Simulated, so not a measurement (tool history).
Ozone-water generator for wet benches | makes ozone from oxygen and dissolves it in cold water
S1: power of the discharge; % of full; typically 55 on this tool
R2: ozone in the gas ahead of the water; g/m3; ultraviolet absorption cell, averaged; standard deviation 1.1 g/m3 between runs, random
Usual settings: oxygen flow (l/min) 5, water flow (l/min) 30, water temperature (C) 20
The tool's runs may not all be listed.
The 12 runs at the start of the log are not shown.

Run 13, hour 567: usual settings but oxygen flow (l/min) 3.36. Result: dissolved ozone (ppm) 12.9, R2 229 g/m3.
Run 14, hour 632.7: usual settings but oxygen flow (l/min) 3.36, water flow (l/min) 37. Result: dissolved ozone (ppm) 10.4, R2 227.6 g/m3.
Run 15, hour 699: usual settings but oxygen flow (l/min) 3.36, water flow (l/min) 37. Result: dissolved ozone (ppm) 10.5, R2 227.6 g/m3.
Run 16, hour 731.3: usual settings but oxygen flow (l/min) 3.36, water flow (l/min) 37. Result: dissolved ozone (ppm) 10.3, R2 231.9 g/m3.
Run 17, hour 780.8: usual settings but oxygen flow (l/min) 3.36, water flow (l/min) 37. Result: dissolved ozone (ppm) 10.4, R2 228.4 g/m3.
Run 18, hour 816.2: usual settings but oxygen flow (l/min) 3.36, water flow (l/min) 37. Result: dissolved ozone (ppm) 10.5, R2 229.4 g/m3.
At hour 866.6: water thermometer calibrated.
Run 19, hour 885.6: usual settings but water flow (l/min) 47. Result: dissolved ozone (ppm) 9.4, R2 187.8 g/m3.
Run 20, hour 923.5: usual settings but S1 96 % of full, water temperature (C) 23. Result: dissolved ozone (ppm) 20.8, R2 295.3 g/m3.
Run 21, hour 952.8: usual settings but water flow (l/min) 36. Result: dissolved ozone (ppm) 11.6, R2 187.4 g/m3.
Run 22, hour 1020.8: usual settings but water flow (l/min) 36. Result: dissolved ozone (ppm) 11.9, R2 187.2 g/m3.
Run 23, hour 1068.9: usual settings but water flow (l/min) 36, water temperature (C) 25. Result: dissolved ozone (ppm) 11.2, R2 187.2 g/m3.
Run 24, hour 1117.5: usual settings but S1 94 % of full, oxygen flow (l/min) 2.73, water temperature (C) 15. Result: dissolved ozone (ppm) 19.5, R2 397.9 g/m3.
Run 25, hour 1166.9: usual settings but water temperature (C) 13. Result: dissolved ozone (ppm) 14.8, R2 187.1 g/m3.
Run 26, hour 1209.2: usual settings but oxygen flow (l/min) 8.32, water flow (l/min) 41, water temperature (C) 13. Result: dissolved ozone (ppm) 12.3, R2 145.8 g/m3.
Run 27, hour 1267.8: usual settings but S1 63 % of full, oxygen flow (l/min) 7.93, water flow (l/min) 23, water temperature (C) 23. Result: dissolved ozone (ppm) 18.2, R2 165.4 g/m3.
Run 28, hour 1307.5: usual settings but S1 63 % of full, oxygen flow (l/min) 7.93, water flow (l/min) 23, water temperature (C) 23. Result: dissolved ozone (ppm) 18.1, R2 164.8 g/m3.
Run 29, hour 1372.3: usual settings but S1 65 % of full, oxygen flow (l/min) 4.91, water flow (l/min) 40, water temperature (C) 14. Result: dissolved ozone (ppm) 12.8, R2 216.5 g/m3.
Run 30, hour 1434.8: usual settings but S1 65 % of full, oxygen flow (l/min) 4.91, water flow (l/min) 40, water temperature (C) 14. Result: dissolved ozone (ppm) 12.7, R2 218.1 g/m3.
Run 31, hour 1475.8: usual settings but S1 65 % of full, oxygen flow (l/min) 4.95, water flow (l/min) 32, water temperature (C) 14. Result: dissolved ozone (ppm) 15.6, R2 213.8 g/m3.
Run 32, hour 1528.7: usual settings but S1 45 % of full, water flow (l/min) 22. Result: dissolved ozone (ppm) 14.9, R2 158.9 g/m3.
Run 33, hour 1588: usual settings but S1 45 % of full, water flow (l/min) 22. Result: dissolved ozone (ppm) 14.9, R2 159.7 g/m3.

Forecast each of these 3 alternatives for the next run:
Run A, hour 1645.7: usual settings but S1 45 % of full, water flow (l/min) 22, water temperature (C) 14. Result: dissolved ozone (ppm) ?, R2 ?.
Run B, hour 1645.7: usual settings but S1 63 % of full, oxygen flow (l/min) 5.52. Result: dissolved ozone (ppm) ?, R2 ?.
Run C, hour 1645.7: usual settings but water flow (l/min) 37. Result: dissolved ozone (ppm) ?, R2 ?.

run  dissolved ozone (ppm)     R2
  A                   16.1  160.5
  B                   15.3  198.3
  C                   11.4    186
Take away the tool's hidden state, keep each run's random variation, and the runs would have read:
run  dissolved ozone (ppm)     R2
  A                   16.1  160.6
  B                   15.3  198.4
  C                   11.4  186.1
